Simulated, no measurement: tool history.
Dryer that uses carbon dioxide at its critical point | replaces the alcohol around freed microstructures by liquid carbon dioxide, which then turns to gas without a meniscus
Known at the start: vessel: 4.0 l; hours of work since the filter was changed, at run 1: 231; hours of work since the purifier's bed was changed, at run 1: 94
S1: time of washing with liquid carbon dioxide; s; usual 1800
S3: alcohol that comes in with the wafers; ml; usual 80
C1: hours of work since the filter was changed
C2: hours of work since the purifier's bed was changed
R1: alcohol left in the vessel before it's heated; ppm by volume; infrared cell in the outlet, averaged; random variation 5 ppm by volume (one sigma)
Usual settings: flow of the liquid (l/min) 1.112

Run 1, hour 0: usual settings; C1 231; C2 94. Result: R1 50 ppm by volume.
Run 2, hour 15.2: usual settings; C1 236; C2 99. Result: R1 55 ppm by volume.
Run 3, hour 31: usual settings but flow of the liquid (l/min) 0.97; C1 240; C2 104. Result: R1 79 ppm by volume.
Run 4, hour 40: usual settings but flow of the liquid (l/min) 0.97; C1 243; C2 107. Result: R1 90 ppm by volume.
Run 5, hour 57.5: usual settings but flow of the liquid (l/min) 0.97; C1 248; C2 112. Result: R1 89 ppm by volume.
Run 6, hour 66.1: usual settings but flow of the liquid (l/min) 0.97; C1 251; C2 114. Result: R1 99 ppm by volume.
Run 7, hour 73.3: usual settings but flow of the liquid (l/min) 0.97; C1 253; C2 117. Result: R1 87 ppm by volume.
Run 8, hour 81.5: usual settings but flow of the liquid (l/min) 0.97; C1 256; C2 119. Result: R1 92 ppm by volume.
Run 9, hour 98.3: usual settings but S3 106 ml; C1 261; C2 124. Result: R1 67 ppm by volume.
Run 10, hour 115.2: usual settings but S3 106 ml; C1 266; C2 129. Result: R1 71 ppm by volume.
Run 11, hour 131: usual settings but S3 106 ml; C1 270; C2 134. Result: R1 78 ppm by volume.
Run 12, hour 139.9: usual settings; C1 273; C2 137. Result: R1 70 ppm by volume.
Run 13, hour 152.6: usual settings but S3 49 ml; C1 277; C2 140. Result: R1 73 ppm by volume.
Run 14, hour 166.8: usual settings but flow of the liquid (l/min) 0.78; C1 281; C2 145. Result: R1 209 ppm by volume.
Run 15, hour 174.5: usual settings but flow of the liquid (l/min) 1.71; C1 284; C2 147. Result: R1 57 ppm by volume.
Run 16, hour 187: usual settings but flow of the liquid (l/min) 1.53; C1 287; C2 151. Result: R1 65 ppm by volume.
Run 17, hour 194.2: usual settings but flow of the liquid (l/min) 1.53; C1 290; C2 153. Result: R1 58 ppm by volume.
Run 18, hour 206.3: usual settings but flow of the liquid (l/min) 1.53; C1 293; C2 157. Result: R1 56 ppm by volume.
Run 19, hour 222.3: usual settings but S1 1740 s; C1 298; C2 162. Result: R1 87 ppm by volume.
Run 20, hour 239.2: usual settings but S1 1740 s; C1 303; C2 167. Result: R1 90 ppm by volume.
Run 21, hour 248.7: usual settings but S1 1740 s; C1 306; C2 169. Result: R1 91 ppm by volume.
Run 22, hour 260.1: usual settings; C1 309; C2 173. Result: R1 83 ppm by volume.
Run 23, hour 270.8: usual settings; C1 313; C2 176. Result: R1 91 ppm by volume.
Run 24, hour 278.2: usual settings; C1 315; C2 178. Result: R1 84 ppm by volume.
Run 25, hour 287.7: usual settings but S1 1140 s, flow of the liquid (l/min) 1.47, S3 35 ml; C1 318; C2 181. Result: R1 100 ppm by volume.
Run 26, hour 296.1: usual settings but flow of the liquid (l/min) 1.17; C1 320; C2 184. Result: R1 77 ppm by volume.
Run 27, hour 311.6: usual settings but flow of the liquid (l/min) 1.17; C1 325; C2 188. Result: R1 84 ppm by volume.
Run 28, hour 326: usual settings but flow of the liquid (l/min) 1.17; C1 329; C2 193. Result: R1 78 ppm by volume.
Run 29, hour 334: usual settings but flow of the liquid (l/min) 1.17; C1 332; C2 195. Result: R1 92 ppm by volume.
Run 30, hour 345.3: usual settings but S1 1140 s, flow of the liquid (l/min) 0.69, S3 44 ml; C1 335; C2 199. Result: R1 850 ppm by volume.
Run 31, hour 362.1: usual settings but S1 2160 s, flow of the liquid (l/min) 0.98, S3 119 ml; C1 340; C2 204. Result: R1 98 ppm by volume.
Run 32, hour 376.8: usual settings but flow of the liquid (l/min) 0.8; C1 345; C2 208. Result: R1 231 ppm by volume.
Run 33, hour 387.2: usual settings but flow of the liquid (l/min) 1.22, S3 98 ml; C1 348; C2 211. Result: R1 98 ppm by volume.
Run 34, hour 395.8: usual settings but flow of the liquid (l/min) 1.42, S3 21 ml; C1 350; C2 214. Result: R1 78 ppm by volume.
Run 35, hour 413: usual settings but S1 1200 s, flow of the liquid (l/min) 0.93, S3 25 ml; C1 355; C2 219. Result: R1 219 ppm by volume.
Run 36, hour 427.9: usual settings but S1 1560 s, flow of the liquid (l/min) 1.02, S3 51 ml; C1 360; C2 223. Result: R1 143 ppm by volume.
Run 37, hour 435.6: usual settings but S1 1920 s, flow of the liquid (l/min) 0.99, S3 33 ml; C1 362; C2 226. Result: R1 106 ppm by volume.
Run 38, hour 449.8: usual settings but S1 1920 s, flow of the liquid (l/min) 0.99, S3 33 ml; C1 367; C2 230. Result: R1 104 ppm by volume.
Run 39, hour 458.4: usual settings but S1 1920 s, flow of the liquid (l/min) 0.99, S3 33 ml; C1 369; C2 233. Result: R1 104 ppm by volume.
Run 40, hour 470.8: usual settings but S1 1440 s, flow of the liquid (l/min) 1.8, S3 55 ml; C1 373; C2 236. Result: R1 96 ppm by volume.
Run 41, hour 481.1: usual settings but S1 1080 s, S3 44 ml; C1 376; C2 240. Result: R1 279 ppm by volume.
Run 42, hour 490.6: usual settings but S1 1080 s, flow of the liquid (l/min) 1.17, S3 44 ml; C1 379; C2 242. Result: R1 245 ppm by volume.
Run 43, hour 505.5: usual settings but S1 1620 s, flow of the liquid (l/min) 1.7, S3 106 ml; C1 383; C2 247. Result: R1 85 ppm by volume.
Run 44, hour 513.6: usual settings but flow of the liquid (l/min) 1.53; C1 386; C2 249. Result: R1 95 ppm by volume.
Run 45, hour 531.3: usual settings but flow of the liquid (l/min) 1.53; C1 391; C2 255. Result: R1 100 ppm by volume.
Run 46, hour 548.8: usual settings but flow of the liquid (l/min) 1.53; C1 396; C2 260. Result: R1 99 ppm by volume.
Run 47, hour 562: usual settings but flow of the liquid (l/min) 1.53; C1 400; C2 264. Result: R1 96 ppm by volume.

Measured less the same run without the tool's hidden state. The same run-to-run variation is in both; the gauge's scatter may not be:
The hidden state here: flow that reaches the vessel past the clogged filter, %; alcohol in the recycled carbon dioxide, ppm; drift of the gauge itself on alcohol_ppm, %.
run    R1
  1   +40
  2   +42
  3   +54
  4   +56
  5   +57
  6   +59
  7   +61
  8   +61
  9   +54
 10   +56
 11   +60
 12   +57
 13   +55
 14  +110
 15   +53
 16   +56
 17   +55
 18   +55
 19   +70
 20   +71
 21   +74
 22   +71
 23   +75
 24   +74
 25   +78
 26   +73
 27   +75
 28   +77
 29   +78
 30  +294
 31   +85
 32  +145
 33   +83
 34   +76
 35  +134
 36  +110
 37   +90
 38   +91
 39   +93
 40   +87
 41  +166
 42  +155
 43   +85
 44   +90
 45   +93
 46   +94
 47   +95

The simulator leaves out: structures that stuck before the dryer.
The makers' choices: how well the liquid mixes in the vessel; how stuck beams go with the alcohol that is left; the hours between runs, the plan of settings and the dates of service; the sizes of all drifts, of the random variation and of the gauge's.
